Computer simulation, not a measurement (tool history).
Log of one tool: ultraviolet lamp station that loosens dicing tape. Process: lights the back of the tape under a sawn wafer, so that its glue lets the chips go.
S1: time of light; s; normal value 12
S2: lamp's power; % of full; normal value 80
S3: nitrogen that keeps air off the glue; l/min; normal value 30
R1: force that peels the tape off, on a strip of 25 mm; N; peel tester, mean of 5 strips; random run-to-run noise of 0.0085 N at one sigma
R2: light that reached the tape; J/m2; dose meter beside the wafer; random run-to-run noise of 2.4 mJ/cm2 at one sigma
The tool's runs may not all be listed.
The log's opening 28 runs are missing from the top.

Run 29, hour 383.1: usual settings but S1 13 s. Result: R1 0.396 N, R2 2630 J/m2.
Run 30, hour 394.3: usual settings but S1 13 s. Result: R1 0.385 N, R2 2610 J/m2.
Run 31, hour 414.1: usual settings but S1 13 s, S2 62 % of full, S3 54 l/min. Result: R1 0.518 N, R2 2050 J/m2.
Run 32, hour 425.6: usual settings but S2 83 % of full. Result: R1 0.422 N, R2 2470 J/m2.
Run 33, hour 435.2: usual settings but S2 79 % of full. Result: R1 0.483 N, R2 2330 J/m2.
Run 34, hour 452.1: usual settings but S2 95 % of full, S3 10 l/min. Result: R1 0.584 N, R2 2780 J/m2.
Run 35, hour 464.9: usual settings but S2 95 % of full, S3 10 l/min. Result: R1 0.569 N, R2 2800 J/m2.
Run 36, hour 482.1: usual settings but S2 60 % of full, S3 11 l/min. Result: R1 1.175 N, R2 1760 J/m2.
Run 37, hour 494.8: usual settings but S3 28 l/min. Result: R1 0.489 N, R2 2330 J/m2.
Run 38, hour 507.8: usual settings but S1 9 s, S3 21 l/min. Result: R1 0.927 N, R2 1720 J/m2.
At hour 518.9: window cleaned of glue's vapour.
Run 39, hour 526.2: usual settings but S1 23 s, S2 90 % of full, S3 20 l/min. Result: R1 0.153 N, R2 5600 J/m2.
Run 40, hour 537.6: usual settings but S1 23 s, S2 84 % of full, S3 19 l/min. Result: R1 0.167 N, R2 5190 J/m2.
Run 41, hour 552.1: usual settings but S1 23 s, S2 94 % of full, S3 19 l/min. Result: R1 0.154 N, R2 5770 J/m2.
Run 42, hour 571.2: usual settings but S1 23 s, S2 94 % of full, S3 19 l/min. Result: R1 0.158 N, R2 5750 J/m2.
Run 43, hour 587.0: usual settings but S2 63 % of full. Result: R1 0.642 N, R2 2040 J/m2.

3 options for the next run, each taken on its own from the tool as it stands now. Forecast them:
Run A, hour 599.8: usual settings but S3 10 l/min. Result: R1 ?, R2 ?.
Run B, hour 599.8: usual settings but S1 23 s, S2 69 % of full. Result: R1 ?, R2 ?.
Run C, hour 599.8: usual settings but S1 11 s, S2 63 % of full. Result: R1 ?, R2 ?.

run     R1    R2
  A  0.696  2530
  B  0.185  4140
  C  0.754  1790
Had the tool no hidden state, the same runs would have come out as:
run     R1    R2
  A  0.583  2810
  B  0.167  4600
  C  0.634  1990
